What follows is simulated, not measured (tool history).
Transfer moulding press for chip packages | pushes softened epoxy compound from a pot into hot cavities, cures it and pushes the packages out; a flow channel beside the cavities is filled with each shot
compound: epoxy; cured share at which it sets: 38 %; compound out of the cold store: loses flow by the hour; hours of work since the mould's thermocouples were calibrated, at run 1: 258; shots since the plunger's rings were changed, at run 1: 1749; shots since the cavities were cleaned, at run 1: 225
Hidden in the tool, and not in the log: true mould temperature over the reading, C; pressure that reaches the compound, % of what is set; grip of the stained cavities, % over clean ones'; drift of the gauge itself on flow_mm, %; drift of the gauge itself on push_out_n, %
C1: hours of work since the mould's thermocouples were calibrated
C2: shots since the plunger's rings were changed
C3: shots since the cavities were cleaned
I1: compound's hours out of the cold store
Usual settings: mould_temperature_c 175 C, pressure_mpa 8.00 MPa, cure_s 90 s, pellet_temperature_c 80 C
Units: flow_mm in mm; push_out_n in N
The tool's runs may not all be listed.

{"run": 1, "hour": 0.0, "mould_temperature_c": 175, "pressure_mpa": 8.0, "cure_s": 90, "pellet_temperature_c": 80, "C1": 258, "C2": 1749, "C3": 225, "I1": 39.6, "flow_mm": 639, "push_out_n": 791}
{"hour": 43.2, "done": "cavities cleaned with cleaning compound and waxed"}
{"run": 2, "hour": 45.4, "mould_temperature_c": 175, "pressure_mpa": 8.0, "cure_s": 90, "pellet_temperature_c": 80, "C1": 291, "C2": 2430, "C3": 35, "I1": 9.1, "flow_mm": 727, "push_out_n": 1348}
{"hour": 98.0, "done": "cavities cleaned with cleaning compound and waxed"}
{"run": 3, "hour": 113.7, "mould_temperature_c": 173, "pressure_mpa": 8.0, "cure_s": 90, "pellet_temperature_c": 80, "C1": 340, "C2": 3466, "C3": 243, "I1": 33.5, "flow_mm": 643, "push_out_n": 933}
{"hour": 142.9, "done": "mould's thermocouples calibrated"}
{"hour": 157.2, "done": "plunger's sealing rings changed"}
{"hour": 158.7, "done": "cavities cleaned with cleaning compound and waxed"}
{"run": 4, "hour": 165.0, "mould_temperature_c": 173, "pressure_mpa": 8.0, "cure_s": 90, "pellet_temperature_c": 80, "C1": 14, "C2": 98, "C3": 98, "I1": 42.5, "flow_mm": 650, "push_out_n": 731}
{"hour": 183.9, "done": "cavities cleaned with cleaning compound and waxed, once more"}
{"run": 5, "hour": 224.9, "mould_temperature_c": 173, "pressure_mpa": 8.0, "cure_s": 90, "pellet_temperature_c": 80, "C1": 57, "C2": 1003, "C3": 636, "I1": 23.9, "flow_mm": 707, "push_out_n": 1172}
{"hour": 237.0, "done": "cavities cleaned with cleaning compound and waxed"}
{"run": 6, "hour": 267.1, "mould_temperature_c": 175, "pressure_mpa": 7.08, "cure_s": 90, "pellet_temperature_c": 80, "C1": 87, "C2": 1635, "C3": 467, "I1": 10.5, "flow_mm": 692, "push_out_n": 981}
{"hour": 293.3, "done": "cavities cleaned with cleaning compound and waxed"}
{"run": 7, "hour": 333.0, "mould_temperature_c": 175, "pressure_mpa": 7.08, "cure_s": 90, "pellet_temperature_c": 80, "C1": 135, "C2": 2634, "C3": 615, "I1": 38.5, "flow_mm": 590, "push_out_n": 974}
{"hour": 344.6, "done": "cavities cleaned with cleaning compound and waxed"}
{"run": 8, "hour": 387.3, "mould_temperature_c": 175, "pressure_mpa": 8.0, "cure_s": 90, "pellet_temperature_c": 88, "C1": 175, "C2": 3454, "C3": 663, "I1": 47.6, "flow_mm": 600, "push_out_n": 999}
{"hour": 398.0, "done": "cavities cleaned with cleaning compound and waxed"}
{"hour": 431.9, "done": "plunger's sealing rings changed"}
{"run": 9, "hour": 434.5, "mould_temperature_c": 175, "pressure_mpa": 8.0, "cure_s": 90, "pellet_temperature_c": 88, "C1": 207, "C2": 40, "C3": 527, "I1": 12.6, "flow_mm": 738, "push_out_n": 1022}
{"hour": 451.3, "done": "cavities cleaned with cleaning compound and waxed"}
{"hour": 507.2, "done": "cavities cleaned with cleaning compound and waxed"}
{"run": 10, "hour": 510.9, "mould_temperature_c": 175, "pressure_mpa": 8.0, "cure_s": 99, "pellet_temperature_c": 80, "C1": 262, "C2": 1180, "C3": 58, "I1": 31.6, "flow_mm": 663, "push_out_n": 559}
{"run": 11, "hour": 551.8, "mould_temperature_c": 175, "pressure_mpa": 8.22, "cure_s": 90, "pellet_temperature_c": 80, "C1": 292, "C2": 1814, "C3": 692, "I1": 40.8, "flow_mm": 650, "push_out_n": 1037}

How the hidden state differs across the entries between the runs, from the last listed run before each to the first after it:
Between runs 1 and 2: cavities cleaned with cleaning compound and waxed (hour 43.2)
  true mould temperature over the reading, C: -0.34 -> -0.41; pressure that reaches the compound, % of what is set: 94.22 -> 92.01; grip of the stained cavities, % over clean ones': 49 -> 127.7
  measured less the result without the state, flow_mm: -18 -> -29 mm; push_out_n: +271 -> +768 N
Between runs 2 and 3: cavities cleaned with cleaning compound and waxed (hour 98.0)
  true mould temperature over the reading, C: -0.41 -> -0.5; pressure that reaches the compound, % of what is set: 92.01 -> 88.77; grip of the stained cavities, % over clean ones': 127.7 -> 48.9
  measured less the result without the state, flow_mm: -29 -> -37 mm; push_out_n: +768 -> +328 N
Between runs 3 and 4: mould's thermocouples calibrated (hour 142.9); plunger's sealing rings changed (hour 157.2); cavities cleaned with cleaning compound and waxed (hour 158.7)
  true mould temperature over the reading, C: -0.5 -> -0.09; pressure that reaches the compound, % of what is set: 88.77 -> 99.19; grip of the stained cavities, % over clean ones': 48.9 -> 25
  measured less the result without the state, flow_mm: -37 -> -2 mm; push_out_n: +328 -> +149 N
Between runs 4 and 5: cavities cleaned with cleaning compound and waxed, once more (hour 183.9)
  true mould temperature over the reading, C: -0.09 -> -0.17; pressure that reaches the compound, % of what is set: 99.19 -> 96.74; grip of the stained cavities, % over clean ones': 25 -> 88.4
  measured less the result without the state, flow_mm: -2 -> -11 mm; push_out_n: +149 -> +555 N
Between runs 5 and 6: cavities cleaned with cleaning compound and waxed (hour 237.0)
  true mould temperature over the reading, C: -0.17 -> -0.24; pressure that reaches the compound, % of what is set: 96.74 -> 94.68; grip of the stained cavities, % over clean ones': 88.4 -> 72.7
  measured less the result without the state, flow_mm: -11 -> -18 mm; push_out_n: +555 -> +425 N
Between runs 6 and 7: cavities cleaned with cleaning compound and waxed (hour 293.3)
  true mould temperature over the reading, C: -0.24 -> -0.34; pressure that reaches the compound, % of what is set: 94.68 -> 91.6; grip of the stained cavities, % over clean ones': 72.7 -> 86.4
  measured less the result without the state, flow_mm: -18 -> -25 mm; push_out_n: +425 -> +459 N
Between runs 7 and 8: cavities cleaned with cleaning compound and waxed (hour 344.6)
  true mould temperature over the reading, C: -0.34 -> -0.42; pressure that reaches the compound, % of what is set: 91.6 -> 89; grip of the stained cavities, % over clean ones': 86.4 -> 89.5
  measured less the result without the state, flow_mm: -25 -> -34 mm; push_out_n: +459 -> +483 N
Between runs 8 and 9: cavities cleaned with cleaning compound and waxed (hour 398.0); plunger's sealing rings changed (hour 431.9)
  true mould temperature over the reading, C: -0.42 -> -0.48; pressure that reaches the compound, % of what is set: 89 -> 99.35; grip of the stained cavities, % over clean ones': 89.5 -> 77.3
  measured less the result without the state, flow_mm: -34 -> +0 mm; push_out_n: +483 -> +461 N
Between runs 9 and 10: cavities cleaned with cleaning compound and waxed (hour 451.3); cavities cleaned with cleaning compound and waxed (hour 507.2)
  true mould temperature over the reading, C: -0.48 -> -0.58; pressure that reaches the compound, % of what is set: 99.35 -> 95.79; grip of the stained cavities, % over clean ones': 77.3 -> 10.8
  measured less the result without the state, flow_mm: +0 -> -11 mm; push_out_n: +461 -> +65 N
